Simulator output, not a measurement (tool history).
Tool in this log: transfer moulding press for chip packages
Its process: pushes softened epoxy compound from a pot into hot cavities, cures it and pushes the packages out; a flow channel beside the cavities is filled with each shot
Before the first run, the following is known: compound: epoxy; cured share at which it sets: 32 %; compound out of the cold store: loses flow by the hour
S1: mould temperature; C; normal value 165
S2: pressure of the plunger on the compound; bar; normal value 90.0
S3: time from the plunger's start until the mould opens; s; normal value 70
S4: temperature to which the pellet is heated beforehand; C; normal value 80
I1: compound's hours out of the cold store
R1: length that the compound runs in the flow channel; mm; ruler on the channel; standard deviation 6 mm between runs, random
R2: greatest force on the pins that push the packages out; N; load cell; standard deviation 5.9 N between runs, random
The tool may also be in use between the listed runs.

run    hour   S1     S2  S3  S4    I1   R1   R2
  1     0.0  165   90.0  70  80  12.4  750  291
       58.1  -- cavities cleaned with cleaning compound and waxed
  2    81.1  165   90.0  70  80  28.6  657  319
      121.9  -- cavities cleaned with cleaning compound and waxed
  3   154.4  165   90.0  70  80  20.2  683  342
      183.9  -- cavities cleaned with cleaning compound and waxed
      206.9  -- plunger's sealing rings changed
  4   228.3  165   90.0  70  80   9.0  774  370
      251.0  -- cavities cleaned with cleaning compound and waxed
  5   280.9  165   90.0  70  80  11.5  743  339
      313.7  -- cavities cleaned with cleaning compound and waxed
  6   372.0  165   80.9  70  80  22.2  643  385
      382.1  -- cavities cleaned with cleaning compound and waxed
  7   431.3  165   90.0  70  89  40.4  593  348
      450.9  -- cavities cleaned with cleaning compound and waxed
      466.4  -- plunger's sealing rings changed
  8   482.2  165   90.0  70  89   8.4  769  357
      521.9  -- cavities cleaned with cleaning compound and waxed
  9   558.7  165   90.0  70  80  22.4  704  362
      590.0  -- cavities cleaned with cleaning compound and waxed
 10   603.1  165   90.0  70  80  36.6  646  320
      654.0  -- cavities cleaned with cleaning compound and waxed
 11   680.7  172   90.0  70  80  34.6  611  246
      716.5  -- cavities cleaned with cleaning compound and waxed
      727.5  -- plunger's sealing rings changed
      784.0  -- cavities cleaned with cleaning compound and waxed
 12   785.4  172   90.0  70  80  38.7  650  192
      851.2  -- cavities cleaned with cleaning compound and waxed
 13   883.6  172   90.0  70  80  19.6  685  264
      919.7  -- mould's thermocouples calibrated
      921.2  -- cavities cleaned with cleaning compound and waxed
 14   947.4  165   85.7  72  80  24.1  649  312
      985.3  -- plunger's sealing rings changed
      986.8  -- cavities cleaned with cleaning compound and waxed
 15  1028.9  159   85.7  72  72  39.3  641  484
     1054.1  -- cavities cleaned with cleaning compound and waxed
 16  1071.5  170   97.8  70  72  32.0  691  251
     1116.1  -- cavities cleaned with cleaning compound and waxed
 17  1154.2  160   97.8  70  80  16.6  747  514
     1180.6  -- cavities cleaned with cleaning compound and waxed
     1248.0  -- plunger's sealing rings changed
     1249.5  -- cavities cleaned with cleaning compound and waxed
 18  1249.5  170   90.0  70  84  38.5  650  187
     1313.7  -- cavities cleaned with cleaning compound and waxed
 19  1328.4  170   90.0  70  84  17.3  713  245
     1381.4  -- cavities cleaned with cleaning compound and waxed
 20  1390.2  166   90.0  70  84  23.4  674  275
     1446.2  -- cavities cleaned with cleaning compound and waxed
 21  1464.5  166   89.1  55  84   8.8  697  605
     1512.9  -- plunger's sealing rings changed
     1514.4  -- cavities cleaned with cleaning compound and waxed
 22  1546.5  166  102.4  55  84  43.9  682  591
     1577.3  -- cavities cleaned with cleaning compound and waxed
 23  1616.0  163  106.0  55  84  35.7  698  708
     1642.4  -- cavities cleaned with cleaning compound and waxed
 24  1668.0  170   98.5  90  73  14.6  749  233
     1711.6  -- cavities cleaned with cleaning compound and waxed
 25  1745.1  164   98.5  60  72  37.1  637  593
     1773.2  -- plunger's sealing rings changed
     1783.2  -- cavities cleaned with cleaning compound and waxed
 26  1789.4  164   77.5  68  82  28.8  649  322

Table of differences, measured result less the result of that run with no hidden state. Run-to-run variation is the same in both. Gauge scatter possibly is not:
What the log doesn't record here: true mould temperature over the reading, C; pressure that reaches the compound, % of what is set; grip of the stained cavities, % over clean ones'; drift of the gauge itself on flow_mm, %; drift of the gauge itself on push_out_n, %.
run   R1    R2
  1  -13   +40
  2  -33   +95
  3  -54  +120
  4   -9  +141
  5  -23  +117
  6  -41  +151
  7  -54  +132
  8   -5  +123
  9  -22  +141
 10  -31   +88
 11  -47   +77
 12  -11   +12
 13  -37   +95
 14  -53   +93
 15  -10  +174
 16  -20   +68
 17  -46  +188
 18   +1    +5
 19  -21   +60
 20  -37   +61
 21  -62  +181
 22   -7  +227
 23  -25  +274
 24  -41   +67
 25  -56  +226
 26   -1   +70
